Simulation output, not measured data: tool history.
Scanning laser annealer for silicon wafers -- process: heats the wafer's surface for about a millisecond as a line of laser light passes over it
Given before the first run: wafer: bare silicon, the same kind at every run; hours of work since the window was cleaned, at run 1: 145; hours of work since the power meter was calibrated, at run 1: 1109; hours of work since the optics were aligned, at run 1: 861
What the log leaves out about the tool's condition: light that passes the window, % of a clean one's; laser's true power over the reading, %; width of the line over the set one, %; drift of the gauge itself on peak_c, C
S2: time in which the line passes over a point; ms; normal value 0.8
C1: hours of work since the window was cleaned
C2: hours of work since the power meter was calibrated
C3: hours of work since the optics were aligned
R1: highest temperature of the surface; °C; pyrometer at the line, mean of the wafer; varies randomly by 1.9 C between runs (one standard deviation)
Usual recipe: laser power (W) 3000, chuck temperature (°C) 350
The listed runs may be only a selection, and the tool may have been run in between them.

run 1 hour=0 | laser_power_(W)=3000 S2=0.8 chuck_temperature_(°C)=350 | C1=145 C2=1109 C3=861 | R1=1092
run 2 hour=32.2 | laser_power_(W)=3000 S2=0.8 chuck_temperature_(°C)=350 | C1=158 C2=1121 C3=874 | R1=1090
run 3 hour=75.4 | laser_power_(W)=3000 S2=0.8 chuck_temperature_(°C)=350 | C1=176 C2=1139 C3=891 | R1=1090
run 4 hour=128.6 | laser_power_(W)=3000 S2=0.8 chuck_temperature_(°C)=350 | C1=197 C2=1160 C3=913 | R1=1090
run 5 hour=196.8 | laser_power_(W)=3000 S2=0.8 chuck_temperature_(°C)=350 | C1=224 C2=1188 C3=940 | R1=1084
run 6 hour=227.4 | laser_power_(W)=2646 S2=0.8 chuck_temperature_(°C)=350 | C1=237 C2=1200 C3=952 | R1=1000
-- hour=233.7 laser's power meter calibrated
run 7 hour=260.2 | laser_power_(W)=2646 S2=0.8 chuck_temperature_(°C)=350 | C1=249 C2=11 C3=964 | R1=1001
run 8 hour=315.4 | laser_power_(W)=3000 S2=0.8 chuck_temperature_(°C)=350 | C1=271 C2=33 C3=987 | R1=1088
run 9 hour=349.9 | laser_power_(W)=3000 S2=0.8 chuck_temperature_(°C)=350 | C1=285 C2=47 C3=1000 | R1=1086
-- hour=368.7 optics aligned, line set to its width
run 10 hour=423.9 | laser_power_(W)=3000 S2=0.8 chuck_temperature_(°C)=350 | C1=313 C2=75 C3=22 | R1=1092
run 11 hour=467.7 | laser_power_(W)=3000 S2=0.8 chuck_temperature_(°C)=350 | C1=330 C2=92 C3=40 | R1=1092
run 12 hour=510 | laser_power_(W)=2826 S2=0.896 chuck_temperature_(°C)=353 | C1=347 C2=109 C3=57 | R1=1093
-- hour=573.7 laser's power meter calibrated, once more
run 13 hour=575.5 | laser_power_(W)=3201 S2=0.733 chuck_temperature_(°C)=350 | C1=372 C2=1 C3=82 | R1=1098
run 14 hour=614 | laser_power_(W)=3000 S2=0.806 chuck_temperature_(°C)=357 | C1=388 C2=16 C3=98 | R1=1090
run 15 hour=648.1 | laser_power_(W)=3000 S2=0.738 chuck_temperature_(°C)=357 | C1=402 C2=30 C3=111 | R1=1059
run 16 hour=697.7 | laser_power_(W)=3000 S2=0.738 chuck_temperature_(°C)=357 | C1=422 C2=50 C3=131 | R1=1059
run 17 hour=761.9 | laser_power_(W)=2575 S2=0.8 chuck_temperature_(°C)=381 | C1=447 C2=76 C3=157 | R1=1004
run 18 hour=813.3 | laser_power_(W)=2575 S2=0.8 chuck_temperature_(°C)=381 | C1=468 C2=96 C3=178 | R1=1005
run 19 hour=848.4 | laser_power_(W)=3000 S2=0.8 chuck_temperature_(°C)=388 | C1=482 C2=111 C3=192 | R1=1111

What if the next run were any one of these 5? Each begins from the tool's condition after run 19:
run A hour=879.8 | laser_power_(W)=2786 S2=0.8 chuck_temperature_(°C)=384 | C1=495 C2=123 C3=204 | R1=?
run B hour=879.8 | laser_power_(W)=3000 S2=0.878 chuck_temperature_(°C)=322 | C1=495 C2=123 C3=204 | R1=?
run C hour=879.8 | laser_power_(W)=3041 S2=0.937 chuck_temperature_(°C)=369 | C1=495 C2=123 C3=204 | R1=?
run D hour=879.8 | laser_power_(W)=2722 S2=0.615 chuck_temperature_(°C)=328 | C1=495 C2=123 C3=204 | R1=?
run E hour=879.8 | laser_power_(W)=3000 S2=0.711 chuck_temperature_(°C)=367 | C1=495 C2=123 C3=204 | R1=?

run=A R1=1056
run=B R1=1076
run=C R1=1165
run=D R1=906
run=E R1=1048
Without the tool's unlogged condition, the same runs would have read:
run=A R1=1083
run=B R1=1107
run=C R1=1197
run=D R1=929
run=E R1=1075

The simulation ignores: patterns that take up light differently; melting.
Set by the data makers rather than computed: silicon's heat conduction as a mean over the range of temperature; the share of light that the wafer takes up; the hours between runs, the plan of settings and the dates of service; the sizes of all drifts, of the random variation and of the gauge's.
